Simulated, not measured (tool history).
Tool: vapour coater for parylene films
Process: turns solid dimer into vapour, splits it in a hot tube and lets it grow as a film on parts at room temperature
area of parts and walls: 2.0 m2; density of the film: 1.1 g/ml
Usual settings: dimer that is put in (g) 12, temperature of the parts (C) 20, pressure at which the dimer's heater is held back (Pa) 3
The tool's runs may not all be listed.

run   hour  dimer that is put in (g)  temperature of the parts (C)  pressure at which the dimer's heater is held back (Pa)  thickness of the film (µm)
  1      0                        12                            20                                                       3                        3.51
  2   11.1                        12                            13                                                       3                        4.15
  3   20.4                        12                            28                                                       3                        2.86
  4   37.7                        12                            29                                                       3                        2.76
  5   54.8                        12                            29                                                       3                        2.73
  6   69.9                        12                            29                                                       3                         2.7
  7     78                        10                            29                                                       3                        2.24
  8   95.1                        12                            17                                                       3                        3.66
  9  106.8                        12                            17                                                       3                        3.58
 10  124.3                        12                            20                                                       3                        3.36
 11  136.4                        12                            20                                                    10.6                         2.9
 12    150                        12                            20                                                       3                        3.33
 13  166.4                        12                            20                                                       3                        3.29
 14  176.4                        12                            20                                                       3                        3.27
 15  187.4                        12                            20                                                    5.27                        3.06
 16  203.9                        12                            20                                                   10.37                        2.85
     213.9  -- trap's valve overhauled
 17  216.1                        12                            20                                                   10.37                        3.27
 18  226.7                        12                            20                                                       3                        3.65
 19  238.5                        12                            20                                                    2.63                        3.76
 20  251.8                        12                            20                                                    2.63                         3.7
 21  259.1                        12                            27                                                       3                        3.03
 22  275.7                        12                            27                                                       3                        2.99
 23  284.3                        12                            27                                                       3                        2.98
 24    300                        12                            28                                                    2.07                        3.07
 25  308.7                        12                            18                                                    6.47                        3.45
 26  324.9                        12                            18                                                    6.47                        3.37
 27  338.3                        12                            18                                                    6.47                        3.41
 28  353.7                        12                            18                                                    6.47                        3.36
 29  363.3                        12                            18                                                    6.47                        3.39
 30  372.5                         7                            24                                                    8.63                         1.6
 31  388.8                         7                            27                                                    9.49                        1.48
 32  401.8                         7                            27                                                    9.49                        1.47
 33    412                        12                            15                                                    5.54                        3.65
 34  425.3                         5                            24                                                    5.85                        1.18
 35  435.1                         5                            24                                                    5.85                        1.19
 36  449.8                        12                            14                                                   10.02                        3.45
 37  461.1                        12                            20                                                     2.1                        3.48
 38  477.6                        12                            20                                                    5.76                        3.09
 39  485.4                        12                            22                                                    7.21                        2.87
 40  499.6                        12                            13                                                    3.45                        3.94
 41  507.3                        13                            31                                                    3.45                        2.67
 42  517.3                        15                            20                                                       3                        4.09
 43  534.4                        15                            20                                                       3                        4.02
 44  551.4                        15                            20                                                       3                        4.06
     556.4  -- trap's valve overhauled
 45  562.6                        15                            20                                                       3                        4.64
 46  579.5                         9                            16                                                    3.59                        2.96

5 ways to go on from here, each from the tool as it stands after run 46. What would each give?
  A  592.7                         7                            26                                                    3.83                           ?
  B  592.7                        18                            23                                                    3.59                           ?
  C  592.7                         9                            17                                                    3.59                           ?
  D  592.7                         9                            16                                                    8.83                           ?
  E  592.7                         8                            24                                                    2.31                           ?

run  thickness of the film (µm)
  A                        1.77
  B                        5.01
  C                        2.93
  D                        2.73
  E                        2.25
Without the tool's hidden state the same runs would have given:
run  thickness of the film (µm)
  A                        1.76
  B                        4.98
  C                        2.91
  D                        2.71
  E                        2.24
